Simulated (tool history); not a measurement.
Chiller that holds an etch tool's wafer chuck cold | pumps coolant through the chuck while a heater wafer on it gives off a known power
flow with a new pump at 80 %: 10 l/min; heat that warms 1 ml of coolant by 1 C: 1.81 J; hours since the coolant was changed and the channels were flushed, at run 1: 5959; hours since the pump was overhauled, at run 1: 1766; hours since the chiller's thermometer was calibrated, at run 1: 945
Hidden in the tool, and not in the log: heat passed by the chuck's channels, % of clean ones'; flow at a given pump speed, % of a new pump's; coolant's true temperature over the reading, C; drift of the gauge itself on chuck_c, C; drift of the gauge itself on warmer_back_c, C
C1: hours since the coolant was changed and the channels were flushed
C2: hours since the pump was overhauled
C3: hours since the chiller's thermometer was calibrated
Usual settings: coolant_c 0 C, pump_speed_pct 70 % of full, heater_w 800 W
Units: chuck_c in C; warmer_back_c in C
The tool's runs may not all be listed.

run 1 hour=0.0 | coolant_c=0 pump_speed_pct=70 heater_w=800 | C1=5959 C2=1766 C3=945 | chuck_c=6.7 warmer_back_c=3.12
run 2 hour=92.4 | coolant_c=0 pump_speed_pct=70 heater_w=800 | C1=6052 C2=1859 C3=1038 | chuck_c=6.7 warmer_back_c=3.10
run 3 hour=159.9 | coolant_c=0 pump_speed_pct=70 heater_w=800 | C1=6119 C2=1926 C3=1105 | chuck_c=6.8 warmer_back_c=3.09
run 4 hour=205.3 | coolant_c=0 pump_speed_pct=70 heater_w=800 | C1=6165 C2=1972 C3=1151 | chuck_c=6.8 warmer_back_c=3.07
run 5 hour=293.3 | coolant_c=0 pump_speed_pct=70 heater_w=659 | C1=6253 C2=2060 C3=1239 | chuck_c=5.6 warmer_back_c=2.51
run 6 hour=373.7 | coolant_c=0 pump_speed_pct=70 heater_w=659 | C1=6333 C2=2140 C3=1319 | chuck_c=5.5 warmer_back_c=2.55
run 7 hour=441.6 | coolant_c=0 pump_speed_pct=70 heater_w=659 | C1=6401 C2=2208 C3=1387 | chuck_c=5.7 warmer_back_c=2.56
run 8 hour=489.8 | coolant_c=0 pump_speed_pct=70 heater_w=659 | C1=6449 C2=2256 C3=1435 | chuck_c=5.7 warmer_back_c=2.55
run 9 hour=543.2 | coolant_c=0 pump_speed_pct=70 heater_w=792 | C1=6503 C2=2309 C3=1489 | chuck_c=6.8 warmer_back_c=3.10
run 10 hour=613.0 | coolant_c=0 pump_speed_pct=70 heater_w=800 | C1=6572 C2=2379 C3=1558 | chuck_c=6.8 warmer_back_c=3.08
run 11 hour=655.8 | coolant_c=0 pump_speed_pct=70 heater_w=800 | C1=6615 C2=2422 C3=1601 | chuck_c=6.8 warmer_back_c=3.12
run 12 hour=730.0 | coolant_c=0 pump_speed_pct=70 heater_w=800 | C1=6689 C2=2496 C3=1675 | chuck_c=6.9 warmer_back_c=3.11
run 13 hour=778.1 | coolant_c=0 pump_speed_pct=70 heater_w=800 | C1=6737 C2=2544 C3=1723 | chuck_c=6.6 warmer_back_c=3.12
run 14 hour=851.6 | coolant_c=0 pump_speed_pct=70 heater_w=800 | C1=6811 C2=2618 C3=1797 | chuck_c=6.7 warmer_back_c=3.07
run 15 hour=916.5 | coolant_c=0 pump_speed_pct=97 heater_w=748 | C1=6876 C2=2683 C3=1862 | chuck_c=5.1 warmer_back_c=2.00
run 16 hour=996.1 | coolant_c=0 pump_speed_pct=97 heater_w=748 | C1=6955 C2=2762 C3=1941 | chuck_c=5.1 warmer_back_c=2.06
run 17 hour=1068.0 | coolant_c=7 pump_speed_pct=97 heater_w=904 | C1=7027 C2=2834 C3=2013 | chuck_c=13.2 warmer_back_c=2.47
-- hour=1076.3 chiller's thermometer calibrated
run 18 hour=1116.2 | coolant_c=7 pump_speed_pct=97 heater_w=904 | C1=7075 C2=2882 C3=40 | chuck_c=13.2 warmer_back_c=2.50
run 19 hour=1187.0 | coolant_c=7 pump_speed_pct=97 heater_w=904 | C1=7145 C2=2952 C3=111 | chuck_c=13.2 warmer_back_c=2.49
run 20 hour=1242.8 | coolant_c=7 pump_speed_pct=97 heater_w=904 | C1=7201 C2=3008 C3=166 | chuck_c=13.3 warmer_back_c=2.51
run 21 hour=1328.6 | coolant_c=3 pump_speed_pct=89 heater_w=771 | C1=7287 C2=3094 C3=252 | chuck_c=8.6 warmer_back_c=2.34
-- hour=1335.8 chiller's thermometer calibrated, once more
run 22 hour=1396.0 | coolant_c=3 pump_speed_pct=89 heater_w=771 | C1=7353 C2=3160 C3=60 | chuck_c=8.5 warmer_back_c=2.39
run 23 hour=1467.3 | coolant_c=9 pump_speed_pct=93 heater_w=459 | C1=7425 C2=3232 C3=131 | chuck_c=12.4 warmer_back_c=1.27
run 24 hour=1529.3 | coolant_c=0 pump_speed_pct=65 heater_w=800 | C1=7487 C2=3294 C3=193 | chuck_c=7.0 warmer_back_c=3.36
run 25 hour=1579.4 | coolant_c=7 pump_speed_pct=66 heater_w=788 | C1=7537 C2=3344 C3=244 | chuck_c=13.9 warmer_back_c=3.27
run 26 hour=1645.5 | coolant_c=0 pump_speed_pct=66 heater_w=467 | C1=7603 C2=3410 C3=310 | chuck_c=4.3 warmer_back_c=1.93
run 27 hour=1708.5 | coolant_c=0 pump_speed_pct=76 heater_w=937 | C1=7666 C2=3473 C3=373 | chuck_c=7.7 warmer_back_c=3.28
run 28 hour=1752.2 | coolant_c=8 pump_speed_pct=61 heater_w=800 | C1=7710 C2=3516 C3=416 | chuck_c=15.6 warmer_back_c=3.57

4 ways to go on from here, each from the tool as it stands after run 28. What would each give?
run A hour=1827.8 | coolant_c=9 pump_speed_pct=70 heater_w=912 | C1=7785 C2=3592 C3=492 | chuck_c=? warmer_back_c=?
run B hour=1827.8 | coolant_c=0 pump_speed_pct=70 heater_w=1171 | C1=7785 C2=3592 C3=492 | chuck_c=? warmer_back_c=?
run C hour=1827.8 | coolant_c=-10 pump_speed_pct=70 heater_w=800 | C1=7785 C2=3592 C3=492 | chuck_c=? warmer_back_c=?
run D hour=1827.8 | coolant_c=-10 pump_speed_pct=70 heater_w=800 | C1=7785 C2=3592 C3=492 | chuck_c=? warmer_back_c=?

run=A chuck_c=16.7 warmer_back_c=3.56
run=B chuck_c=9.9 warmer_back_c=4.56
run=C chuck_c=-3.1 warmer_back_c=3.15
run=D chuck_c=-3.2 warmer_back_c=3.15
Without the tool's hidden state the same runs would have given:
run=A chuck_c=16.0 warmer_back_c=3.50
run=B chuck_c=9.0 warmer_back_c=4.48
run=C chuck_c=-3.8 warmer_back_c=3.09
run=D chuck_c=-3.8 warmer_back_c=3.09
